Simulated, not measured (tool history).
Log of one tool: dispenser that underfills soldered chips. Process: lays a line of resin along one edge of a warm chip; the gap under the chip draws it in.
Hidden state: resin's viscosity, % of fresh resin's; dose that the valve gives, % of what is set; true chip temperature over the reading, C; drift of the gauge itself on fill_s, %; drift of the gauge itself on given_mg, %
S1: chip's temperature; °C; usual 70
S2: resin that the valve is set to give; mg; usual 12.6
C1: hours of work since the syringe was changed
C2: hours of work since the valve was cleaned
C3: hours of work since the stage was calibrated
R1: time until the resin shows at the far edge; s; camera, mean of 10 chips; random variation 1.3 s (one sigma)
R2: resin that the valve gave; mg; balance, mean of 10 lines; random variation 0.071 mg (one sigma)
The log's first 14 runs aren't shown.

run 15 hour=96.6 | S1=70 S2=12.6 | C1=8 C2=88 C3=209 | R1=160.5 R2=11.51
-- hour=98.4 new syringe of resin
-- hour=107.1 dispensing valve cleaned and set on the balance
run 16 hour=108 | S1=70 S2=12.6 | C1=5 C2=1 C3=215 | R1=141.8 R2=12.5
-- hour=114.5 new syringe of resin
run 17 hour=114.6 | S1=70 S2=12.6 | C1=0 C2=5 C3=219 | R1=120.3 R2=12.45
run 18 hour=123.8 | S1=58 S2=12.2 | C1=6 C2=10 C3=225 | R1=231.7 R2=12.14
-- hour=129.4 new syringe of resin
run 19 hour=130 | S1=70 S2=12.1 | C1=0 C2=14 C3=229 | R1=125.1 R2=11.89
run 20 hour=139 | S1=78 S2=13.8 | C1=6 C2=20 C3=234 | R1=112.2 R2=13.56
run 21 hour=143.3 | S1=78 S2=13.8 | C1=9 C2=23 C3=237 | R1=122.1 R2=13.52
-- hour=144.4 new syringe of resin
run 22 hour=151.2 | S1=81 S2=12.1 | C1=4 C2=27 C3=242 | R1=94 R2=11.8
-- hour=159.5 new syringe of resin
run 23 hour=161.3 | S1=81 S2=12.1 | C1=1 C2=34 C3=248 | R1=90.1 R2=11.79
run 24 hour=171.4 | S1=77 S2=11.9 | C1=8 C2=40 C3=254 | R1=123.3 R2=11.43
-- hour=174.6 new syringe of resin
run 25 hour=176.8 | S1=62 S2=15 | C1=1 C2=43 C3=258 | R1=166.9 R2=14.46
run 26 hour=186.5 | S1=77 S2=13.3 | C1=8 C2=49 C3=264 | R1=118.8 R2=12.68
-- hour=189.5 new syringe of resin
run 27 hour=196.8 | S1=77 S2=13.3 | C1=5 C2=56 C3=270 | R1=107.5 R2=12.61
-- hour=204.9 new syringe of resin
run 28 hour=206.2 | S1=63 S2=10.8 | C1=1 C2=61 C3=276 | R1=163.5 R2=10.21
run 29 hour=210.8 | S1=63 S2=10.8 | C1=4 C2=64 C3=279 | R1=180.9 R2=10.06
run 30 hour=216.2 | S1=75 S2=12.2 | C1=7 C2=68 C3=282 | R1=128.4 R2=11.3
-- hour=219.8 new syringe of resin
run 31 hour=222 | S1=75 S2=12.2 | C1=1 C2=71 C3=286 | R1=109 R2=11.5
run 32 hour=226.6 | S1=74 S2=11.9 | C1=4 C2=74 C3=289 | R1=122.3 R2=11.07

5 ways to go on from here, each from the tool as it stands after run 32. What would each give?
-- hour=234.7 new syringe of resin
run A hour=235.3 | S1=58 S2=16 | C1=0 C2=80 C3=294 | R1=? R2=?
-- hour=234.7 new syringe of resin
run B hour=235.3 | S1=74 S2=13.2 | C1=0 C2=80 C3=294 | R1=? R2=?
-- hour=234.7 new syringe of resin
run C hour=235.3 | S1=74 S2=14.7 | C1=0 C2=80 C3=294 | R1=? R2=?
-- hour=234.7 new syringe of resin
run D hour=235.3 | S1=71 S2=11.5 | C1=0 C2=80 C3=294 | R1=? R2=?
-- hour=234.7 new syringe of resin
run E hour=235.3 | S1=74 S2=12.7 | C1=0 C2=80 C3=294 | R1=? R2=?

run=A R1=179.7 R2=14.68
run=B R1=103 R2=12.16
run=C R1=103.6 R2=13.55
run=D R1=116.9 R2=10.59
run=E R1=101.1 R2=11.78
Without the tool's hidden state the same runs would have given:
run=A R1=195.9 R2=15.91
run=B R1=110.4 R2=13.17
run=C R1=111.7 R2=14.69
run=D R1=124.2 R2=11.48
run=E R1=108.2 R2=12.77
